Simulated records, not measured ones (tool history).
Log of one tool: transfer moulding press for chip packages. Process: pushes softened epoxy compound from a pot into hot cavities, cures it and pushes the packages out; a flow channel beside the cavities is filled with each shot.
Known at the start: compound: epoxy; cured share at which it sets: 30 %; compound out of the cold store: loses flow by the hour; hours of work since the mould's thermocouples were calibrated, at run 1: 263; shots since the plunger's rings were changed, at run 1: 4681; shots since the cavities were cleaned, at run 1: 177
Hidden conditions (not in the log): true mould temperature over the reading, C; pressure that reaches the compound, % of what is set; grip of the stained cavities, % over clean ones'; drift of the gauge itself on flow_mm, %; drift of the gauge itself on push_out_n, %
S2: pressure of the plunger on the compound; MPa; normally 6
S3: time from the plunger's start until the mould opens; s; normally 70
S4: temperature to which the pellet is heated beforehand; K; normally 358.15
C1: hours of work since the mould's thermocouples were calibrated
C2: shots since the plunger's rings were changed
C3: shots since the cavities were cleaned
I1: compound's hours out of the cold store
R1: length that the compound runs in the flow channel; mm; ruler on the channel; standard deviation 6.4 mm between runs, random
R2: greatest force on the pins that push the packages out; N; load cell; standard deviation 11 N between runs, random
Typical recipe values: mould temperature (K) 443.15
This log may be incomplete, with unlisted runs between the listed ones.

{"run": 1, "day": 0.0, "mould temperature (K)": 443.15, "S2": 6, "S3": 70, "S4": 358.15, "C1": 263, "C2": 4681, "C3": 177, "I1": 20.8, "R1": 757, "R2": 642}
{"run": 2, "day": 1.467, "mould temperature (K)": 443.15, "S2": 6, "S3": 70, "S4": 358.15, "C1": 285, "C2": 5253, "C3": 749, "I1": 46.1, "R1": 691, "R2": 884}
{"day": 2.033, "done": "plunger's sealing rings changed"}
{"day": 2.229, "done": "cavities cleaned with cleaning compound and waxed"}
{"run": 3, "day": 3.829, "mould temperature (K)": 443.15, "S2": 5.19, "S3": 70, "S4": 358.15, "C1": 318, "C2": 678, "C3": 626, "I1": 26.7, "R1": 748, "R2": 860}
{"day": 4.733, "done": "cavities cleaned with cleaning compound and waxed"}
{"run": 4, "day": 6.104, "mould temperature (K)": 443.15, "S2": 5.19, "S3": 70, "S4": 358.15, "C1": 351, "C2": 1543, "C3": 535, "I1": 16.1, "R1": 766, "R2": 864}
{"run": 5, "day": 7.154, "mould temperature (K)": 443.15, "S2": 6, "S3": 70, "S4": 358.15, "C1": 367, "C2": 1953, "C3": 945, "I1": 40.5, "R1": 749, "R2": 943}
{"day": 7.346, "done": "cavities cleaned with cleaning compound and waxed"}
{"run": 6, "day": 8.5, "mould temperature (K)": 443.15, "S2": 6, "S3": 70, "S4": 358.15, "C1": 387, "C2": 2455, "C3": 451, "I1": 14.5, "R1": 816, "R2": 825}
{"day": 9.921, "done": "cavities cleaned with cleaning compound and waxed"}
{"run": 7, "day": 10.746, "mould temperature (K)": 443.15, "S2": 6, "S3": 70, "S4": 358.15, "C1": 419, "C2": 3308, "C3": 322, "I1": 27.3, "R1": 782, "R2": 739}
{"day": 12.479, "done": "cavities cleaned with cleaning compound and waxed"}
{"run": 8, "day": 12.65, "mould temperature (K)": 443.15, "S2": 6, "S3": 70, "S4": 358.15, "C1": 447, "C2": 4029, "C3": 67, "I1": 43.2, "R1": 713, "R2": 581}
{"run": 9, "day": 13.621, "mould temperature (K)": 443.15, "S2": 6, "S3": 63, "S4": 358.15, "C1": 462, "C2": 4409, "C3": 447, "I1": 41, "R1": 720, "R2": 974}
{"day": 15.108, "done": "mould's thermocouples calibrated"}
{"day": 15.171, "done": "cavities cleaned with cleaning compound and waxed"}
{"run": 10, "day": 15.95, "mould temperature (K)": 447.15, "S2": 6, "S3": 70, "S4": 358.15, "C1": 12, "C2": 5262, "C3": 306, "I1": 40.5, "R1": 705, "R2": 579}
{"day": 16.342, "done": "plunger's sealing rings changed"}
{"run": 11, "day": 17.288, "mould temperature (K)": 447.15, "S2": 6, "S3": 70, "S4": 358.15, "C1": 30, "C2": 370, "C3": 788, "I1": 32.1, "R1": 790, "R2": 766}
{"day": 17.871, "done": "cavities cleaned with cleaning compound and waxed"}
{"run": 12, "day": 19.708, "mould temperature (K)": 447.15, "S2": 5.78, "S3": 70, "S4": 349.15, "C1": 66, "C2": 1291, "C3": 717, "I1": 42.5, "R1": 733, "R2": 713}
{"day": 20.446, "done": "cavities cleaned with cleaning compound and waxed"}
{"run": 13, "day": 20.908, "mould temperature (K)": 447.15, "S2": 5.78, "S3": 70, "S4": 349.15, "C1": 83, "C2": 1736, "C3": 180, "I1": 19.4, "R1": 792, "R2": 541}
{"run": 14, "day": 22.117, "mould temperature (K)": 443.15, "S2": 6, "S3": 57, "S4": 364.15, "C1": 101, "C2": 2208, "C3": 652, "I1": 20.8, "R1": 800, "R2": 1292}
{"day": 22.938, "done": "cavities cleaned with cleaning compound and waxed"}
{"run": 15, "day": 24.346, "mould temperature (K)": 440.15, "S2": 6, "S3": 54, "S4": 364.15, "C1": 134, "C2": 3055, "C3": 550, "I1": 9.1, "R1": 831, "R2": 1796}
{"day": 25.517, "done": "cavities cleaned with cleaning compound and waxed"}
{"run": 16, "day": 26.358, "mould temperature (K)": 440.15, "S2": 6, "S3": 54, "S4": 364.15, "C1": 163, "C2": 3818, "C3": 329, "I1": 13.1, "R1": 804, "R2": 1599}
{"day": 28.15, "done": "cavities cleaned with cleaning compound and waxed"}
{"run": 17, "day": 28.417, "mould temperature (K)": 443.15, "S2": 6, "S3": 70, "S4": 357.15, "C1": 193, "C2": 4597, "C3": 104, "I1": 35.4, "R1": 715, "R2": 588}
{"run": 18, "day": 30.308, "mould temperature (K)": 441.15, "S2": 5.1, "S3": 80, "S4": 359.15, "C1": 222, "C2": 5337, "C3": 844, "I1": 34.3, "R1": 669, "R2": 832}

Expected results for the next run?
{"day": 30.542, "done": "plunger's sealing rings changed"}
{"day": 30.85, "done": "cavities cleaned with cleaning compound and waxed"}
{"run": 19, "day": 32.833, "mould temperature (K)": 441.15, "S2": 5.1, "S3": 80, "S4": 359.15, "C1": 257, "C2": 871, "C3": 774, "I1": 15.7, "R1": "?", "R2": "?"}

Logged for run 19: R1 772 mm, R2 824 N.
Without the tool's hidden state the same run would have given R1 787 mm, R2 469 N.
